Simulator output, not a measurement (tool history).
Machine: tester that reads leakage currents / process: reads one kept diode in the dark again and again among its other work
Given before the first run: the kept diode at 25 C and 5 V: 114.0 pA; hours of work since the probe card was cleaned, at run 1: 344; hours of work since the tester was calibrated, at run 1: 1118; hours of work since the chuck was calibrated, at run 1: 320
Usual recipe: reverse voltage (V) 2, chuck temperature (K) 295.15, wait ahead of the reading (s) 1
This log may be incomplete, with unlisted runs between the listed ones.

run,hour,reverse voltage (V),chuck temperature (K),wait ahead of the reading (s),hours of work since the probe card was cleaned,hours of work since the tester was calibrated,hours of work since the chuck was calibrated,current that the tester gives (pA)
1,0,2,295.15,1,344,1118,320,53.93
2,60,2,295.15,1,380,1153,355,53.56
3,124.2,2,295.15,0.47,417,1191,393,54.03
4,204.7,8.08,295.15,0.47,465,1238,440,114.55
5,257.2,8.08,295.15,0.47,496,1269,471,114.4
6,303.2,2,295.15,1,523,1296,498,52.98
7,377.5,9.99,295.15,1,566,1340,542,125.93
8,444.9,12.89,326.15,1.09,606,1380,582,1321.34
9,520.4,7.15,301.15,5.92,651,1424,626,162.84
10,590.8,6.6,295.15,5.02,692,1466,668,97.11
11,659.3,2,332.15,1,732,1506,708,717.81
12,740.8,2,295.15,0.97,780,1554,756,51.41
13,801.9,2,295.15,0.97,816,1590,792,51.26
14,851.1,7.62,296.15,0.97,845,1619,821,113.38

3 options for the next run, each taken on its own from the tool as it stands now. Forecast them:
A,887.2,14.42,306.15,7.89,866,1640,842,?
B,887.2,1.19,295.15,8.23,866,1640,842,?
C,887.2,2,315.15,0.45,866,1640,842,?

run,current that the tester gives (pA)
A,337.18
B,38.28
C,227.66
Had the tool no hidden state, the same runs would have come out as:
run,current that the tester gives (pA)
A,368.35
B,42.3
C,250.42

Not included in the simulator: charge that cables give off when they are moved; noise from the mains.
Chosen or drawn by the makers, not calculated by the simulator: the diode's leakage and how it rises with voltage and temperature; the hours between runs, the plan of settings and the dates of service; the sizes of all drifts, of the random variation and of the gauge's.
